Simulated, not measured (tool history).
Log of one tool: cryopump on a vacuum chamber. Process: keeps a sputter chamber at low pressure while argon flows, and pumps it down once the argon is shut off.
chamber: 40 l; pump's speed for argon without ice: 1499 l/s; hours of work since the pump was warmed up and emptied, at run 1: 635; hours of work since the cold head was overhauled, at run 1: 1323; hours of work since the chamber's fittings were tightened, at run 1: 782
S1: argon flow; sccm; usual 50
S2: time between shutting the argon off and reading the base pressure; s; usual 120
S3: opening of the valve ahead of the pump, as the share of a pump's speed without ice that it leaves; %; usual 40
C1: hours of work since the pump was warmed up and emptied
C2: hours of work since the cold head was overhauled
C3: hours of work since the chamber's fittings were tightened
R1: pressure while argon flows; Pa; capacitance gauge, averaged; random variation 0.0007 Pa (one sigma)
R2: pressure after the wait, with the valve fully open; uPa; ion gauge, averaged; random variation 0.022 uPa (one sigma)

run,hour,S1,S2,S3,C1,C2,C3,R1,R2
1,0.0,50,120,40,635,1323,782,0.1500,1.71
2,54.4,50,120,40,675,1363,822,0.1511,1.80
# hour 72.6: pump warmed up, emptied and cooled again
3,102.6,50,120,40,22,1395,854,0.1426,1.67
4,140.0,26,120,40,50,1423,882,0.0731,1.71
5,197.2,50,120,40,92,1465,924,0.1430,1.70
6,262.9,50,120,40,141,1514,973,0.1445,1.80
7,298.5,50,120,40,167,1540,999,0.1435,1.88
8,344.4,50,120,40,201,1575,1033,0.1448,1.85
9,401.2,50,120,40,243,1617,1075,0.1447,1.90
10,446.9,27,120,40,277,1650,1109,0.0774,1.96
11,517.0,27,120,40,329,1702,1161,0.0777,2.06
12,573.5,50,120,40,371,1744,1203,0.1458,2.03
13,623.6,50,120,40,408,1781,1240,0.1469,2.16
14,697.2,50,120,40,463,1836,1295,0.1478,2.20
15,764.1,50,120,40,512,1886,1344,0.1486,2.33
# hour 823.7: leaking fittings of the chamber tightened, without venting
16,833.7,50,120,40,563,1936,7,0.1491,0.75
17,879.5,50,40,40,596,1970,41,0.1491,1.69
18,917.5,75,81,17,625,1998,70,0.5124,1.02
19,949.9,53,125,20,649,2022,94,0.3081,0.81
# hour 999.5: pump warmed up, emptied and cooled again
20,1026.9,23,56,21,20,2075,147,0.1252,1.37
21,1096.1,82,35,21,72,2126,198,0.4418,2.01
22,1139.7,82,81,17,104,2159,230,0.5460,1.20
23,1176.0,22,253,17,131,2186,257,0.1481,0.75
24,1210.4,50,48,40,156,2211,283,0.1452,1.67
25,1284.1,78,120,24,211,2266,338,0.3729,1.08
26,1315.2,36,45,30,234,2289,361,0.1388,1.86
27,1351.9,21,161,30,261,2316,388,0.0814,1.02
28,1387.0,49,161,27,287,2342,414,0.2084,1.09
29,1461.3,90,161,27,342,2397,469,0.3837,1.12
30,1525.0,42,161,18,389,2444,516,0.2675,1.16
31,1582.2,75,120,40,432,2487,558,0.2213,1.41
32,1643.3,50,102,25,477,2532,604,0.2312,1.52
33,1715.5,50,120,23,531,2585,657,0.2544,1.50

Forecast each of these 4 alternatives for the next run:
A,1770.2,50,120,37,571,2626,698,?,?
B,1770.2,75,30,24,571,2626,698,?,?
C,1770.2,34,297,23,571,2626,698,?,?
D,1770.2,71,182,23,571,2626,698,?,?

run,R1,R2
A,0.1604,1.57
B,0.3658,2.96
C,0.1715,1.26
D,0.3582,1.43
Without the tool's hidden state the same runs would have given:
run,R1,R2
A,0.1521,0.67
B,0.3533,2.06
C,0.1659,0.37
D,0.3464,0.53
